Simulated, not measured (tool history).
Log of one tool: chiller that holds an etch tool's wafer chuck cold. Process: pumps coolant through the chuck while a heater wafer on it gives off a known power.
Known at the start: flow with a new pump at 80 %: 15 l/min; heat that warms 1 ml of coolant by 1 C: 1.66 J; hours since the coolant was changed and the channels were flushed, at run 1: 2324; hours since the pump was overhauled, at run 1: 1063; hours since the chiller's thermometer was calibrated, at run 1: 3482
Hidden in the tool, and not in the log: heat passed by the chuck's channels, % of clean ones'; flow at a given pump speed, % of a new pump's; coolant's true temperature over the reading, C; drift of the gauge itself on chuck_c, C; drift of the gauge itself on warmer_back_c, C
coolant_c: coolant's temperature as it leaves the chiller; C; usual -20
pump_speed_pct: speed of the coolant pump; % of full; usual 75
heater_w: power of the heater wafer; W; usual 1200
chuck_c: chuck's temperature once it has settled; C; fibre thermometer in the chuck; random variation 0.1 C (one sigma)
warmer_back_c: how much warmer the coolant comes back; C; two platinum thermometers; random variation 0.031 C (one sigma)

run,day,coolant_c,pump_speed_pct,heater_w,hours since the coolant was changed and the channels were flushed,hours since the pump was overhauled,hours since the chiller's thermometer was calibrated,chuck_c,warmer_back_c
1,0,-20,75,1200,2324,1063,3482,-12.3,3.14
2,1.329,-20,89,1200,2356,1094,3514,-13.2,2.7
3,2.671,-20,89,1200,2388,1127,3546,-13.1,2.65
4,4.271,-20,89,1200,2427,1165,3585,-13.3,2.65
5,5.633,-20,75,1200,2460,1198,3617,-12.1,3.18
6,6.846,-20,75,1200,2489,1227,3646,-12.2,3.16
7,8.633,-20,75,882,2531,1270,3689,-14.4,2.33
8,9.967,-20,75,1548,2564,1302,3721,-9.8,4.15
9,11.538,-20,75,1548,2601,1339,3759,-9.6,4.1
10,12.475,-20,75,1548,2624,1362,3782,-9.7,4.1
# day 13.2: chiller's thermometer calibrated
11,13.671,-20,75,1200,2651,1390,11,-11.9,3.14
12,15.233,-20,95,1200,2689,1427,49,-12.8,2.5
13,16.596,-20,75,1200,2722,1460,81,-11.5,3.16
14,17.904,-20,75,1200,2753,1491,113,-11.5,3.18
15,19.288,-20,75,1200,2786,1524,146,-11.5,3.16
16,20.383,-20,75,1200,2813,1551,172,-11.7,3.21
17,21.388,-17,77,1362,2837,1575,196,-7.5,3.57
18,22.512,-17,77,1362,2864,1602,223,-7.5,3.53
19,23.875,-26,75,1200,2896,1635,256,-17.5,3.21
20,25.062,-26,75,1200,2925,1663,285,-17.6,3.21
21,25.908,-20,67,1200,2945,1683,305,-10.8,3.53
22,27.629,-29,75,961,2986,1725,346,-22.3,2.56
23,28.704,-11,75,1200,3012,1751,372,-2.6,3.21
24,29.75,-15,88,648,3037,1776,397,-10.9,1.52
25,30.875,-22,88,648,3064,1803,424,-18,1.47

The next listed run, before its measurement:
26,31.721,-18,70,965,3085,1823,444,?,?

{"run 26": {"chuck_c": -10.9, "warmer_back_c": 2.68}}
Without the tool's hidden state the same run would have given chuck_c -11.4 C, warmer_back_c 2.59 C.
